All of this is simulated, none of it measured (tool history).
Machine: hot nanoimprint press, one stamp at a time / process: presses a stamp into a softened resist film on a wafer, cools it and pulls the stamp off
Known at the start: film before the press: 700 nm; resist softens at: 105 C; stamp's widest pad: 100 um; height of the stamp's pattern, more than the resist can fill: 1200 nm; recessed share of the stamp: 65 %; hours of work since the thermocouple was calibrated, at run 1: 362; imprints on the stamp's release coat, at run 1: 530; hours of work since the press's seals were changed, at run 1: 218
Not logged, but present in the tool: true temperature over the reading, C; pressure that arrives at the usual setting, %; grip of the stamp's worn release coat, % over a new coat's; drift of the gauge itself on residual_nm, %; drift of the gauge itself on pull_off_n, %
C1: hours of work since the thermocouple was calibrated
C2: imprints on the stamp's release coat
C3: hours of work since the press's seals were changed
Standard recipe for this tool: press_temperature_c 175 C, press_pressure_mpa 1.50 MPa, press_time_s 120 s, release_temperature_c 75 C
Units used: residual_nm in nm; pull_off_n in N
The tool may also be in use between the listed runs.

Run 1, hour 0.0: usual settings; C1 362; C2 530; C3 218. Result: residual_nm 233.4 nm, pull_off_n 161 N.
Run 2, hour 6.2: usual settings; C1 365; C2 545; C3 221. Result: residual_nm 229.0 nm, pull_off_n 163 N.
Run 3, hour 16.1: usual settings; C1 369; C2 569; C3 225. Result: residual_nm 231.3 nm, pull_off_n 161 N.
Run 4, hour 25.6: usual settings; C1 373; C2 593; C3 229. Result: residual_nm 232.0 nm, pull_off_n 164 N.
Run 5, hour 34.6: usual settings; C1 376; C2 614; C3 233. Result: residual_nm 232.3 nm, pull_off_n 166 N.
Run 6, hour 43.4: usual settings; C1 380; C2 636; C3 236. Result: residual_nm 231.6 nm, pull_off_n 166 N.
Run 7, hour 50.0: usual settings; C1 383; C2 652; C3 239. Result: residual_nm 230.7 nm, pull_off_n 167 N.
Run 8, hour 61.3: usual settings; C1 388; C2 679; C3 244. Result: residual_nm 231.2 nm, pull_off_n 164 N.
Run 9, hour 69.1: usual settings; C1 391; C2 698; C3 247. Result: residual_nm 231.8 nm, pull_off_n 165 N.
Run 10, hour 82.9: usual settings but press_time_s 129 s; C1 396; C2 732; C3 253. Result: residual_nm 225.0 nm, pull_off_n 168 N.
Run 11, hour 93.6: usual settings but press_time_s 129 s; C1 401; C2 758; C3 257. Result: residual_nm 224.7 nm, pull_off_n 166 N.
Run 12, hour 101.1: usual settings but press_temperature_c 176 C, press_pressure_mpa 1.11 MPa, press_time_s 200 s, release_temperature_c 71 C; C1 404; C2 776; C3 260. Result: residual_nm 223.7 nm, pull_off_n 182 N.
Run 13, hour 113.0: usual settings but press_temperature_c 187 C, press_pressure_mpa 1.42 MPa, press_time_s 95 s, release_temperature_c 79 C; C1 409; C2 805; C3 265. Result: residual_nm 154.0 nm, pull_off_n 151 N.
Run 14, hour 121.0: usual settings but press_pressure_mpa 1.54 MPa, press_time_s 140 s, release_temperature_c 66 C; C1 412; C2 825; C3 269. Result: residual_nm 216.1 nm, pull_off_n 207 N.
At hour 130.3: stamp cleaned and given a new release coat.
Run 15, hour 136.2: usual settings but press_temperature_c 167 C, press_pressure_mpa 1.64 MPa, release_temperature_c 78 C; C1 416; C2 14; C3 272. Result: residual_nm 321.4 nm, pull_off_n 141 N.
Run 16, hour 150.4: usual settings but press_temperature_c 167 C, press_pressure_mpa 1.64 MPa, release_temperature_c 78 C; C1 422; C2 48; C3 278. Result: residual_nm 320.3 nm, pull_off_n 142 N.
Run 17, hour 162.1: usual settings but press_time_s 144 s, release_temperature_c 82 C; C1 427; C2 77; C3 283. Result: residual_nm 217.6 nm, pull_off_n 127 N.
Run 18, hour 168.9: usual settings but press_time_s 144 s, release_temperature_c 82 C; C1 430; C2 93; C3 286. Result: residual_nm 215.1 nm, pull_off_n 126 N.

Predict each of these 4 candidate next runs independently; none follows another, all start after run 18:
Run A, hour 180.1: usual settings but press_pressure_mpa 0.92 MPa, press_time_s 179 s, release_temperature_c 80 C; C1 434; C2 121; C3 291. Result: residual_nm ?, pull_off_n ?.
Run B, hour 180.1: usual settings but press_pressure_mpa 1.68 MPa, press_time_s 61 s, release_temperature_c 62 C; C1 434; C2 121; C3 291. Result: residual_nm ?, pull_off_n ?.
Run C, hour 180.1: usual settings but press_pressure_mpa 1.57 MPa, press_time_s 76 s; C1 434; C2 121; C3 291. Result: residual_nm ?, pull_off_n ?.
Run D, hour 180.1: usual settings but press_pressure_mpa 2.37 MPa, press_time_s 79 s; C1 434; C2 121; C3 291. Result: residual_nm ?, pull_off_n ?.

run  residual_nm  pull_off_n
  A        265.1         135
  B        275.0         198
  C        259.2         154
  D        204.4         150
What these runs would have given with no unlogged condition in the tool:
run  residual_nm  pull_off_n
  A        288.3         140
  B        296.9         202
  C        280.3         159
  D        220.1         155
